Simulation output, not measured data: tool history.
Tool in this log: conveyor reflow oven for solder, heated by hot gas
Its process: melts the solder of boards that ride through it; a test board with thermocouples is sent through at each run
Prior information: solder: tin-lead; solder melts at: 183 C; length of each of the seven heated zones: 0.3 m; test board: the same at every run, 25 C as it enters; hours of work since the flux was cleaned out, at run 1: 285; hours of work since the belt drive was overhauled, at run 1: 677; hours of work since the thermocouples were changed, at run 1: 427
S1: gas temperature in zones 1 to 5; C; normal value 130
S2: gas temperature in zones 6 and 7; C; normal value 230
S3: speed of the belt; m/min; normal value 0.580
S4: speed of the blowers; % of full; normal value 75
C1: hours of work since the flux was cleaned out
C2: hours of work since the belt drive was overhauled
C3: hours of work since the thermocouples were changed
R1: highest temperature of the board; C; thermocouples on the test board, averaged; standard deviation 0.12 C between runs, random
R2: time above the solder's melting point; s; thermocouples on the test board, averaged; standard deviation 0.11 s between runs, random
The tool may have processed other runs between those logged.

run 1 day=0.000 | S1=130 S2=230 S3=0.580 S4=75 | C1=285 C2=677 C3=427 | R1=218.2 R2=46.2
run 2 day=0.421 | S1=130 S2=239 S3=0.580 S4=75 | C1=292 C2=684 C3=434 | R1=226.1 R2=50.7
run 3 day=1.229 | S1=130 S2=239 S3=0.580 S4=75 | C1=306 C2=698 C3=448 | R1=225.9 R2=50.5
run 4 day=2.154 | S1=130 S2=239 S3=0.580 S4=75 | C1=322 C2=715 C3=464 | R1=226.4 R2=50.5
run 5 day=2.717 | S1=130 S2=239 S3=0.580 S4=75 | C1=332 C2=724 C3=474 | R1=226.0 R2=50.4
run 6 day=3.708 | S1=130 S2=230 S3=0.538 S4=75 | C1=349 C2=742 C3=492 | R1=220.0 R2=51.5
run 7 day=4.217 | S1=137 S2=230 S3=0.574 S4=75 | C1=358 C2=750 C3=500 | R1=219.2 R2=49.2
run 8 day=4.708 | S1=137 S2=232 S3=0.574 S4=75 | C1=367 C2=759 C3=509 | R1=221.0 R2=50.4
run 9 day=5.129 | S1=137 S2=232 S3=0.574 S4=75 | C1=374 C2=766 C3=516 | R1=221.0 R2=50.2
run 10 day=6.008 | S1=130 S2=227 S3=0.580 S4=90 | C1=389 C2=782 C3=532 | R1=217.9 R2=47.1
run 11 day=7.033 | S1=130 S2=218 S3=0.468 S4=53 | C1=407 C2=800 C3=549 | R1=207.4 R2=48.7
run 12 day=7.958 | S1=130 S2=242 S3=0.578 S4=53 | C1=423 C2=816 C3=566 | R1=221.8 R2=47.7

Here are 3 independent what-if runs from the current tool condition. What would each one return?
run A day=8.783 | S1=130 S2=223 S3=0.526 S4=53 | C1=438 C2=830 C3=580 | R1=? R2=?
run B day=8.783 | S1=143 S2=241 S3=0.580 S4=59 | C1=438 C2=830 C3=580 | R1=? R2=?
run C day=8.783 | S1=116 S2=242 S3=0.578 S4=53 | C1=438 C2=830 C3=580 | R1=? R2=?

run=A R1=208.6 R2=43.0
run=B R1=225.5 R2=53.3
run=C R1=219.0 R2=42.8
Had the tool no hidden state, the same runs would have come out as:
run=A R1=208.4 R2=42.5
run=B R1=225.4 R2=52.6
run=C R1=219.0 R2=42.4

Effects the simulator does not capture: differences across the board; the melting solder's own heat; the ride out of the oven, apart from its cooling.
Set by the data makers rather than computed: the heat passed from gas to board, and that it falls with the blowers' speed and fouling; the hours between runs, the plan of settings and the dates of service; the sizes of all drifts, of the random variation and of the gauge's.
